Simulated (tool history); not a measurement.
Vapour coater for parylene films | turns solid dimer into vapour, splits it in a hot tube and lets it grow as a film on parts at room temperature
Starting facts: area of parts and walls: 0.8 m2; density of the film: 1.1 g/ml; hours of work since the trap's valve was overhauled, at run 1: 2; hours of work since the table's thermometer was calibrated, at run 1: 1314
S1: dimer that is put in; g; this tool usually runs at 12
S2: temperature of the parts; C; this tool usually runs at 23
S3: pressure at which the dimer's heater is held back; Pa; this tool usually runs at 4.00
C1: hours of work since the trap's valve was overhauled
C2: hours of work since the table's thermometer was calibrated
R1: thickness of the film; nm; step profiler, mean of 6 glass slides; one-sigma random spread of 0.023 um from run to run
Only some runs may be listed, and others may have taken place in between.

run	hour	S1	S2	S3	C1	C2	R1
1	0.0	12	23	4.00	2	1314	7710
2	38.4	9	23	4.00	32	1344	5770
3	77.3	9	20	4.00	62	1374	6320
4	121.1	9	20	4.00	97	1408	6290
5	160.9	9	20	4.00	128	1439	6300
6	188.7	9	20	4.00	149	1461	6330
7	212.0	9	20	4.00	167	1479	6300
8	256.0	12	23	4.00	202	1513	7620
9	298.6	12	23	4.00	235	1547	7610
10	323.8	12	22	4.00	255	1566	7840
11	363.5	12	22	4.00	286	1597	7820
12	405.1	12	22	4.00	318	1630	7830
13	437.7	22	23	4.00	343	1655	13870
14	471.2	22	23	4.00	370	1681	13840
# hour 487.3: trap's valve overhauled
15	498.0	12	27	4.00	8	1699	6650
16	516.2	10	19	6.89	23	1713	6750
17	549.5	6	20	3.48	48	1739	4240
18	577.6	6	20	3.48	70	1761	4200
19	603.7	19	31	6.64	91	1781	8810
# hour 605.8: gauge calibrated
20	624.7	19	18	9.05	107	1798	13080
21	647.2	19	18	9.05	125	1815	13050
22	669.4	9	23	4.97	142	1833	5620
23	687.6	9	23	4.97	156	1847	5650
24	714.1	12	23	2.87	177	1867	7980
# hour 728.9: table's thermometer calibrated
25	741.5	18	23	3.56	197	10	11700
26	771.6	6	19	4.00	221	33	4340
27	790.5	6	33	4.44	236	48	2760
28	825.0	6	33	4.44	262	75	2770
29	860.0	6	33	4.44	290	102	2770
30	897.4	6	33	4.44	319	131	2750

Pick out some run-to-run changes in R1. Of each, how much would a tool without hidden state show as well, from the settings, what came in and chance, and how much is left for the hidden state and any gauge scatter not in both results compared?
Hidden state at play: vapour lost through the trap's worn valve, %; true temperature of the parts over the reading, C; drift of the gauge itself on film_um, %.
Run 12 -> 13: S1 12 -> 22, S2 22 -> 23. R1 +6040 nm: hidden state -130, all else +6170.
Run 14 -> 15: S1 22 -> 12, S2 23 -> 27, trap's valve overhauled. R1 -7190 nm: hidden state +160, all else -7350.
Run 19 -> 20: S2 31 -> 18, S3 6.64 -> 9.05, gauge calibrated. R1 +4270 nm: hidden state +200, all else +4070.
Run 21 -> 22: S1 19 -> 9, S2 18 -> 23, S3 9.05 -> 4.97. R1 -7430 nm: hidden state +10, all else -7440.
Run 25 -> 26: S1 18 -> 6, S2 23 -> 19, S3 3.56 -> 4.00. R1 -7360 nm: hidden state +40, all else -7400.
